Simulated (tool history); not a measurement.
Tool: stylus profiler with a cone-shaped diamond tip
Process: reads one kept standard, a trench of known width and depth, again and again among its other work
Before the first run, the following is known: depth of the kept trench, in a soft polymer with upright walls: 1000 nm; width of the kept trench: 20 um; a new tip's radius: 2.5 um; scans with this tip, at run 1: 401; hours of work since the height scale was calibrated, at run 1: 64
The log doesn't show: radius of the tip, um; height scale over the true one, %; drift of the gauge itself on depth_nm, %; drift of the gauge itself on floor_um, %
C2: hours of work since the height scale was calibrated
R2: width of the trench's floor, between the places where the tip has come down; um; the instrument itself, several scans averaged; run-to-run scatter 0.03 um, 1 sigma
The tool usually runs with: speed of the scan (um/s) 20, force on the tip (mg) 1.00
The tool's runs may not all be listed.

{"run": 1, "hour": 0.0, "speed of the scan (um/s)": 20, "force on the tip (mg)": 1.0, "scans with this tip": 401, "C2": 64, "depth of the trench (nm)": 1008.91, "R2": 15.92}
{"run": 2, "hour": 17.8, "speed of the scan (um/s)": 20, "force on the tip (mg)": 1.0, "scans with this tip": 447, "C2": 71, "depth of the trench (nm)": 1008.9, "R2": 15.83}
{"run": 3, "hour": 28.1, "speed of the scan (um/s)": 20, "force on the tip (mg)": 1.0, "scans with this tip": 474, "C2": 76, "depth of the trench (nm)": 1009.07, "R2": 15.82}
{"run": 4, "hour": 42.4, "speed of the scan (um/s)": 20, "force on the tip (mg)": 1.0, "scans with this tip": 512, "C2": 82, "depth of the trench (nm)": 1009.1, "R2": 15.85}
{"run": 5, "hour": 51.4, "speed of the scan (um/s)": 20, "force on the tip (mg)": 1.0, "scans with this tip": 535, "C2": 85, "depth of the trench (nm)": 1008.98, "R2": 15.84}
{"run": 6, "hour": 67.0, "speed of the scan (um/s)": 20, "force on the tip (mg)": 1.0, "scans with this tip": 576, "C2": 92, "depth of the trench (nm)": 1008.83, "R2": 15.91}
{"run": 7, "hour": 78.2, "speed of the scan (um/s)": 20, "force on the tip (mg)": 2.7, "scans with this tip": 605, "C2": 96, "depth of the trench (nm)": 1017.85, "R2": 15.93}
{"run": 8, "hour": 90.8, "speed of the scan (um/s)": 20, "force on the tip (mg)": 2.7, "scans with this tip": 638, "C2": 102, "depth of the trench (nm)": 1017.67, "R2": 15.97}
{"run": 9, "hour": 98.7, "speed of the scan (um/s)": 20, "force on the tip (mg)": 1.0, "scans with this tip": 659, "C2": 105, "depth of the trench (nm)": 1008.69, "R2": 15.81}
{"run": 10, "hour": 112.8, "speed of the scan (um/s)": 20, "force on the tip (mg)": 1.0, "scans with this tip": 696, "C2": 111, "depth of the trench (nm)": 1008.5, "R2": 15.83}
{"run": 11, "hour": 120.9, "speed of the scan (um/s)": 20, "force on the tip (mg)": 1.0, "scans with this tip": 717, "C2": 114, "depth of the trench (nm)": 1008.78, "R2": 15.83}
{"run": 12, "hour": 131.8, "speed of the scan (um/s)": 17, "force on the tip (mg)": 0.69, "scans with this tip": 746, "C2": 119, "depth of the trench (nm)": 1006.83, "R2": 15.85}
{"run": 13, "hour": 145.5, "speed of the scan (um/s)": 5, "force on the tip (mg)": 1.0, "scans with this tip": 781, "C2": 124, "depth of the trench (nm)": 1008.7, "R2": 16.04}

Predict the results of run 14:
{"run": 14, "hour": 158.8, "speed of the scan (um/s)": 5, "force on the tip (mg)": 1.72, "scans with this tip": 816, "C2": 130, "depth of the trench (nm)": "?", "R2": "?"}

Logged for run 14: depth of the trench (nm) 1013.08, R2 15.93 um.
With the hidden condition absent and the run-to-run variation left alone, this run would have shown depth of the trench (nm) 1013.92, R2 15.90 um.
